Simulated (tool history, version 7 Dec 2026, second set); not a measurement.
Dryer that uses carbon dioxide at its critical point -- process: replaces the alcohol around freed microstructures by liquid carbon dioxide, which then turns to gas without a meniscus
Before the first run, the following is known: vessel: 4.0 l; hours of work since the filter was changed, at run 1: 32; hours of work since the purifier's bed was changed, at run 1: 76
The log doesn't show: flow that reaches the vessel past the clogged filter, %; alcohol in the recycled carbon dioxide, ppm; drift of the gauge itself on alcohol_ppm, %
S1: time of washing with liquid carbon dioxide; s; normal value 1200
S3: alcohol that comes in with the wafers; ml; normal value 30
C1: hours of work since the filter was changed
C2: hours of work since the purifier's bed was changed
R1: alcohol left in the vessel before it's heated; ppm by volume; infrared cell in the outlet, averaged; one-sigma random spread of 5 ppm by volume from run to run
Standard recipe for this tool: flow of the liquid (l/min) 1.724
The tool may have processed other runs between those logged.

Run 1, hour 0.0: usual settings; C1 32; C2 76. Result: R1 20 ppm by volume.
Run 2, hour 16.1: usual settings; C1 39; C2 83. Result: R1 38 ppm by volume.
Run 3, hour 30.7: usual settings; C1 45; C2 89. Result: R1 22 ppm by volume.
Run 4, hour 47.2: usual settings; C1 52; C2 96. Result: R1 29 ppm by volume.
Run 5, hour 71.9: usual settings; C1 62; C2 106. Result: R1 25 ppm by volume.
Run 6, hour 92.9: usual settings; C1 71; C2 115. Result: R1 29 ppm by volume.
Run 7, hour 113.6: usual settings; C1 80; C2 124. Result: R1 31 ppm by volume.
Run 8, hour 129.5: usual settings; C1 86; C2 130. Result: R1 30 ppm by volume.
Run 9, hour 152.3: usual settings; C1 96; C2 140. Result: R1 36 ppm by volume.
Run 10, hour 176.9: usual settings; C1 106; C2 150. Result: R1 31 ppm by volume.
Run 11, hour 189.6: usual settings but flow of the liquid (l/min) 2.110; C1 111; C2 155. Result: R1 24 ppm by volume.
Run 12, hour 209.9: usual settings but S1 1020 s, flow of the liquid (l/min) 1.310; C1 120; C2 164. Result: R1 151 ppm by volume.
Run 13, hour 233.4: usual settings but S1 1020 s, flow of the liquid (l/min) 1.310; C1 130; C2 174. Result: R1 144 ppm by volume.
Run 14, hour 247.3: usual settings but S1 1020 s, flow of the liquid (l/min) 1.760; C1 135; C2 180. Result: R1 59 ppm by volume.
Run 15, hour 265.6: usual settings but S1 1020 s, flow of the liquid (l/min) 1.760; C1 143; C2 187. Result: R1 70 ppm by volume.
Run 16, hour 277.5: usual settings but S1 1500 s, flow of the liquid (l/min) 1.760, S3 27 ml; C1 148; C2 192. Result: R1 22 ppm by volume.
Run 17, hour 291.5: usual settings but S1 840 s, S3 118 ml; C1 154; C2 198. Result: R1 414 ppm by volume.
Run 18, hour 314.0: usual settings but S3 58 ml; C1 163; C2 207. Result: R1 62 ppm by volume.
Run 19, hour 337.4: usual settings but flow of the liquid (l/min) 2.000; C1 173; C2 217. Result: R1 28 ppm by volume.
Run 20, hour 355.4: usual settings but S1 1800 s, flow of the liquid (l/min) 2.270, S3 24 ml; C1 181; C2 225. Result: R1 31 ppm by volume.

Some steps in R1 between neighbouring runs. How much of each would the tool show without its hidden state too (settings, what came in, random variation), and how much is left for the hidden state, with any gauge scatter that isn't in both results?
Run 16 -> 17: S1 1500 -> 840, flow of the liquid (l/min) 1.760 -> 1.724, S3 27 -> 118. R1 +392 ppm by volume: hidden state +63, all else +329.
Run 17 -> 18: S1 840 -> 1200, S3 118 -> 58. R1 -352 ppm by volume: hidden state -55, all else -297.

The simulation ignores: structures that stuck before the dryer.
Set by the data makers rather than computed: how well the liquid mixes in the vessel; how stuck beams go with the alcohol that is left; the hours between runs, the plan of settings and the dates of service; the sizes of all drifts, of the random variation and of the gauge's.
